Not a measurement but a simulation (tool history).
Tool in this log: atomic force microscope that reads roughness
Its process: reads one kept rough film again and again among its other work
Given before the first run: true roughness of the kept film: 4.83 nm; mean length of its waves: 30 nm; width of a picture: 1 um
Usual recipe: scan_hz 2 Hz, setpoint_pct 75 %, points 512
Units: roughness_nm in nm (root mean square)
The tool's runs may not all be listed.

Run 1, day 0: usual settings. Result: roughness_nm 3.794 nm (root mean square).
Run 2, day 1.946: usual settings but points 373. Result: roughness_nm 3.761 nm (root mean square).
Run 3, day 3.321: usual settings but points 786. Result: roughness_nm 3.781 nm (root mean square).
Run 4, day 5.212: usual settings but points 786. Result: roughness_nm 3.786 nm (root mean square).
At day 6.183: new tip fitted.
Run 5, day 7.225: usual settings but setpoint_pct 56 %, points 786. Result: roughness_nm 4.186 nm (root mean square).
Run 6, day 8.775: usual settings but setpoint_pct 56 %, points 786. Result: roughness_nm 4.17 nm (root mean square).
Run 7, day 10.462: usual settings but setpoint_pct 56 %, points 786. Result: roughness_nm 4.162 nm (root mean square).
Run 8, day 12.429: usual settings but scan_hz 3.75 Hz. Result: roughness_nm 3.406 nm (root mean square).
At day 14.288: new tip fitted.
Run 9, day 14.567: usual settings but points 822. Result: roughness_nm 3.806 nm (root mean square).
Run 10, day 16.429: usual settings but points 284. Result: roughness_nm 3.73 nm (root mean square).
Run 11, day 18.458: usual settings but points 284. Result: roughness_nm 3.761 nm (root mean square).
Run 12, day 20.117: usual settings but points 284. Result: roughness_nm 3.781 nm (root mean square).
Run 13, day 21.154: usual settings but points 284. Result: roughness_nm 3.745 nm (root mean square).
Run 14, day 22.212: usual settings but points 284. Result: roughness_nm 3.776 nm (root mean square).
At day 22.383: new tip fitted.
Run 15, day 23.175: usual settings but points 284. Result: roughness_nm 3.768 nm (root mean square).
Run 16, day 24.554: usual settings but points 472. Result: roughness_nm 3.8 nm (root mean square).
Run 17, day 26.408: usual settings but setpoint_pct 76 %. Result: roughness_nm 3.782 nm (root mean square).
Run 18, day 28.383: usual settings but points 345. Result: roughness_nm 3.799 nm (root mean square).
Run 19, day 29.817: usual settings but points 345. Result: roughness_nm 3.754 nm (root mean square).
At day 30.462: new tip fitted.
Run 20, day 32.033: usual settings. Result: roughness_nm 3.807 nm (root mean square).
Run 21, day 33.133: usual settings. Result: roughness_nm 3.795 nm (root mean square).
Run 22, day 34.704: usual settings. Result: roughness_nm 3.786 nm (root mean square).
Run 23, day 35.867: usual settings. Result: roughness_nm 3.795 nm (root mean square).
Run 24, day 36.767: usual settings but setpoint_pct 85 %. Result: roughness_nm 3.507 nm (root mean square).
Run 25, day 38.317: usual settings but scan_hz 2.4 Hz. Result: roughness_nm 3.711 nm (root mean square).
At day 38.538: new tip fitted.
Run 26, day 39.471: usual settings but scan_hz 0.98 Hz. Result: roughness_nm 4.069 nm (root mean square).
Run 27, day 40.879: usual settings but scan_hz 0.98 Hz. Result: roughness_nm 4.056 nm (root mean square).
Run 28, day 43.021: usual settings but scan_hz 0.98 Hz. Result: roughness_nm 4.071 nm (root mean square).
Run 29, day 44.754: usual settings but scan_hz 1.42 Hz, setpoint_pct 77 %. Result: roughness_nm 3.941 nm (root mean square).
At day 46.671: new tip fitted.
Run 30, day 46.979: usual settings but scan_hz 0.96 Hz, setpoint_pct 77 %, points 382. Result: roughness_nm 4.041 nm (root mean square).
Run 31, day 48.412: usual settings but scan_hz 0.76 Hz, setpoint_pct 81 %. Result: roughness_nm 4.086 nm (root mean square).
Run 32, day 49.75: usual settings but scan_hz 2.47 Hz, setpoint_pct 66 %, points 684. Result: roughness_nm 3.903 nm (root mean square).
Run 33, day 51.817: usual settings but scan_hz 1.32 Hz, setpoint_pct 58 %. Result: roughness_nm 4.189 nm (root mean square).
Run 34, day 53.442: usual settings but setpoint_pct 55 %, points 807. Result: roughness_nm 4.181 nm (root mean square).
At day 54.942: new tip fitted.
Run 35, day 55.408: usual settings but scan_hz 0.59 Hz, setpoint_pct 71 %, points 295. Result: roughness_nm 4.177 nm (root mean square).
Run 36, day 56.488: usual settings but scan_hz 0.67 Hz, setpoint_pct 87 %, points 428. Result: roughness_nm 3.994 nm (root mean square).
Run 37, day 57.675: usual settings but scan_hz 1.45 Hz, setpoint_pct 69 %, points 423. Result: roughness_nm 4.041 nm (root mean square).
Run 38, day 59.058: usual settings but scan_hz 1.45 Hz, setpoint_pct 69 %, points 423. Result: roughness_nm 4.053 nm (root mean square).
Run 39, day 60.225: usual settings but scan_hz 1.45 Hz, setpoint_pct 69 %, points 423. Result: roughness_nm 4.005 nm (root mean square).
Run 40, day 62.146: usual settings but scan_hz 1.45 Hz, setpoint_pct 69 %, points 423. Result: roughness_nm 4.036 nm (root mean square).
At day 63.183: new tip fitted.
Run 41, day 64.162: usual settings but scan_hz 1.13 Hz, setpoint_pct 78 %, points 950. Result: roughness_nm 3.964 nm (root mean square).
Run 42, day 65.5: usual settings but scan_hz 3.72 Hz, setpoint_pct 57 %. Result: roughness_nm 3.989 nm (root mean square).
Run 43, day 67.146: usual settings but scan_hz 1.05 Hz, setpoint_pct 66 %, points 310. Result: roughness_nm 4.136 nm (root mean square).
Run 44, day 68.996: usual settings but setpoint_pct 62 %, points 289. Result: roughness_nm 4.032 nm (root mean square).
Run 45, day 70.525: usual settings but scan_hz 1.33 Hz. Result: roughness_nm 3.939 nm (root mean square).
At day 71.392: new tip fitted.
Run 46, day 72.646: usual settings but scan_hz 1.33 Hz. Result: roughness_nm 3.977 nm (root mean square).
Run 47, day 73.646: usual settings but setpoint_pct 73 %. Result: roughness_nm 3.874 nm (root mean square).
Run 48, day 75.638: usual settings but scan_hz 0.9 Hz, setpoint_pct 58 %, points 328. Result: roughness_nm 4.218 nm (root mean square).
Run 49, day 77.221: usual settings but setpoint_pct 56 %. Result: roughness_nm 4.127 nm (root mean square).
Run 50, day 78.362: usual settings but setpoint_pct 56 %. Result: roughness_nm 4.179 nm (root mean square).
At day 79.575: new tip fitted.
Run 51, day 80.575: usual settings but scan_hz 2.71 Hz, points 386. Result: roughness_nm 3.635 nm (root mean square).
Run 52, day 81.95: usual settings but scan_hz 3.61 Hz, setpoint_pct 62 %, points 386. Result: roughness_nm 3.851 nm (root mean square).
Run 53, day 83.367: usual settings but scan_hz 2.22 Hz. Result: roughness_nm 3.771 nm (root mean square).

Here are 4 independent what-if runs from the current tool condition. What would each one return?
Run A, day 85.225: usual settings but scan_hz 0.56 Hz. Result: roughness_nm ?.
Run B, day 85.225: usual settings but scan_hz 2.76 Hz, setpoint_pct 72 %, points 701. Result: roughness_nm ?.
Run C, day 85.225: usual settings but scan_hz 2.22 Hz, setpoint_pct 68 %. Result: roughness_nm ?.
Run D, day 85.225: usual settings but scan_hz 2.05 Hz, setpoint_pct 68 %. Result: roughness_nm ?.

run  roughness_nm
  A         4.158
  B         3.718
  C         3.919
  D          3.93
With no hidden state in the tool, these same runs would have given:
run  roughness_nm
  A          4.17
  B         3.729
  C          3.93
  D         3.942
